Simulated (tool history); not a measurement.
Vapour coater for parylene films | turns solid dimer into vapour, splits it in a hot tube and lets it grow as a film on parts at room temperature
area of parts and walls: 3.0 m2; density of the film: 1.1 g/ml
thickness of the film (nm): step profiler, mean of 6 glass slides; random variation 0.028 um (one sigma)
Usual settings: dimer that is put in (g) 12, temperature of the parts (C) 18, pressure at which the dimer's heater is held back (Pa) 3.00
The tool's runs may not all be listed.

run,hour,dimer that is put in (g),temperature of the parts (C),pressure at which the dimer's heater is held back (Pa),thickness of the film (nm)
1,0.0,12,18,3.00,2560
2,15.4,12,18,3.00,2520
3,34.2,12,18,3.00,2570
4,54.7,12,21,3.00,2230
5,69.1,12,21,3.00,2240
6,81.7,12,21,3.00,2160
7,102.6,12,21,3.00,2200
8,121.5,12,21,3.00,2190
9,137.5,12,21,3.00,2170
10,151.8,9,18,3.00,1810
11,165.0,12,18,3.00,2450
12,177.9,12,18,3.00,2420
13,190.3,12,11,3.00,3220
14,199.7,12,11,3.00,3250
15,211.2,12,18,3.00,2430
16,223.7,12,18,3.00,2330
17,245.3,12,18,3.00,2380
18,259.2,12,18,3.00,2380
19,277.2,12,18,3.00,2380
20,302.5,12,18,6.18,2320
21,320.5,12,18,6.18,2280
22,339.0,16,11,3.15,4530
23,352.6,16,11,3.15,4470
24,372.8,16,11,3.15,4450
25,385.8,16,24,2.17,2700
26,402.9,16,16,7.98,3150
27,424.6,16,16,7.98,3110
28,444.8,7,21,6.28,1150
29,456.7,7,21,6.28,1110
30,476.3,7,21,6.28,1110
31,494.7,7,19,6.28,1230
32,509.4,12,16,11.70,2160
33,529.6,7,18,2.21,1440
34,543.6,6,21,8.88,890
35,564.8,9,18,5.17,1640
36,589.4,14,18,2.85,3030
37,599.6,13,28,2.81,1800
38,613.0,15,28,6.04,1900
39,632.7,15,14,8.95,3210
40,649.2,15,20,8.95,2500
41,660.8,15,20,5.44,2710
42,670.4,9,19,5.44,1690

Taken out of this log: 2 entries between the listed runs. Where each belongs, and how the hidden state differs across it:
Between runs 19 and 20: trap's valve overhauled (hour 288.2)
  vapour lost through the trap's worn valve, %: 8.5 -> 0.7; true temperature of the parts over the reading, C: -0.55 -> -0.56
  measured less the result without the state, thickness of the film (nm): -160 -> +40
Between runs 35 and 36: trap's valve overhauled (hour 577.0)
  vapour lost through the trap's worn valve, %: 8.8 -> 0.8; true temperature of the parts over the reading, C: -0.71 -> -0.72
  measured less the result without the state, thickness of the film (nm): -100 -> +60

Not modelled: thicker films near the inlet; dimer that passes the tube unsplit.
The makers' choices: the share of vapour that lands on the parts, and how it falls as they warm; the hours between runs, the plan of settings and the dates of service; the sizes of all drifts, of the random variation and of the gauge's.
